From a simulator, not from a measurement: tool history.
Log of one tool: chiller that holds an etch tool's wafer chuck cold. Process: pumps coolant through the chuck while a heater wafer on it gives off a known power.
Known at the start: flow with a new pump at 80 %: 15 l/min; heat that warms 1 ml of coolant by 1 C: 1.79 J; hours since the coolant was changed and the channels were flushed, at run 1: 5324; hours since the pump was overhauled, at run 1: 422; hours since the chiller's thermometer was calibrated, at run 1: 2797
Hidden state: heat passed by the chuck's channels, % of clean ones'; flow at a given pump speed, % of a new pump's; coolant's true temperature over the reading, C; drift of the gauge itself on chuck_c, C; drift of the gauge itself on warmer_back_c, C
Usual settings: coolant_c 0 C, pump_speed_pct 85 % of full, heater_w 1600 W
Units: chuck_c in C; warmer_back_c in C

| run | hour | coolant_c | pump_speed_pct | heater_w | hours since the coolant was changed and the channels were flushed | hours since the pump was overhauled | hours since the chiller's thermometer was calibrated | chuck_c | warmer_back_c |
|---|---|---|---|---|---|---|---|---|---|
| 1 | 0 | 0 | 85 | 1600 | 5324 | 422 | 2797 | 13.3 | 3.37 |
| 2 | 38 | 0 | 85 | 1600 | 5362 | 460 | 2835 | 13.6 | 3.39 |
| 3 | 93.4 | 0 | 85 | 1600 | 5418 | 515 | 2891 | 13.6 | 3.35 |
| 4 | 161.9 | 0 | 85 | 1600 | 5486 | 584 | 2959 | 13.8 | 3.33 |
| 5 | 222.3 | 0 | 89 | 1600 | 5547 | 644 | 3020 | 13.1 | 3.23 |
| 6 | 292.6 | 0 | 89 | 1600 | 5617 | 714 | 3090 | 13.1 | 3.19 |
| 7 | 376.3 | 0 | 89 | 1600 | 5701 | 798 | 3174 | 13.1 | 3.24 |
| 8 | 458.5 | 0 | 85 | 805 | 5783 | 880 | 3256 | 6.7 | 1.68 |
| 9 | 532.9 | 0 | 85 | 805 | 5857 | 955 | 3330 | 6.9 | 1.71 |
| 10 | 609.9 | 0 | 85 | 805 | 5934 | 1032 | 3407 | 6.8 | 1.73 |
| 11 | 678.3 | 0 | 85 | 1600 | 6003 | 1100 | 3476 | 13.8 | 3.4 |
| 12 | 751.1 | 0 | 85 | 2117 | 6076 | 1173 | 3549 | 18.7 | 4.58 |
| 13 | 837.1 | 4 | 85 | 1600 | 6162 | 1259 | 3635 | 17.8 | 3.41 |
| 14 | 897.8 | 2 | 85 | 1600 | 6222 | 1320 | 3695 | 15.8 | 3.46 |
| 15 | 945.4 | 0 | 85 | 1600 | 6270 | 1367 | 3743 | 14 | 3.39 |
| 16 | 1017 | 0 | 85 | 1203 | 6341 | 1439 | 3814 | 10.3 | 2.57 |
| 17 | 1100 | 5 | 67 | 1272 | 6424 | 1522 | 3897 | 18.1 | 3.51 |
| 18 | 1166.3 | 9 | 87 | 1799 | 6491 | 1588 | 3964 | 24.6 | 3.83 |
| 19 | 1211.2 | 8 | 76 | 1799 | 6536 | 1633 | 4009 | 25.3 | 4.42 |
| 20 | 1295.8 | -3 | 61 | 860 | 6620 | 1718 | 4093 | 6.4 | 2.61 |
| 21 | 1351.1 | 1 | 68 | 1600 | 6676 | 1773 | 4148 | 17.7 | 4.38 |
| 22 | 1390 | -1 | 98 | 1066 | 6714 | 1812 | 4187 | 7.3 | 1.98 |
| 23 | 1440.8 | -3 | 83 | 1151 | 6765 | 1863 | 4238 | 7.2 | 2.5 |
| 24 | 1510.1 | 0 | 68 | 1600 | 6835 | 1932 | 4308 | 16.7 | 4.4 |
| 25 | 1554.8 | 0 | 78 | 837 | 6879 | 1977 | 4352 | 7.7 | 1.97 |
| 26 | 1616 | 9 | 96 | 921 | 6940 | 2038 | 4413 | 16.4 | 1.85 |
| 27 | 1658.5 | -10 | 83 | 2332 | 6983 | 2080 | 4456 | 11.6 | 5.3 |
| 28 | 1723.9 | -10 | 83 | 2332 | 7048 | 2146 | 4521 | 11.5 | 5.19 |

Forecast run 29:
| 29 | 1793 | 6 | 85 | 1863 | 7117 | 2215 | 4590 | ? | ? |

chuck_c: 22.8 C
warmer_back_c: 4.03 C
Without the tool's hidden state the same run would have given chuck_c 19.9 C, warmer_back_c 3.87 C.
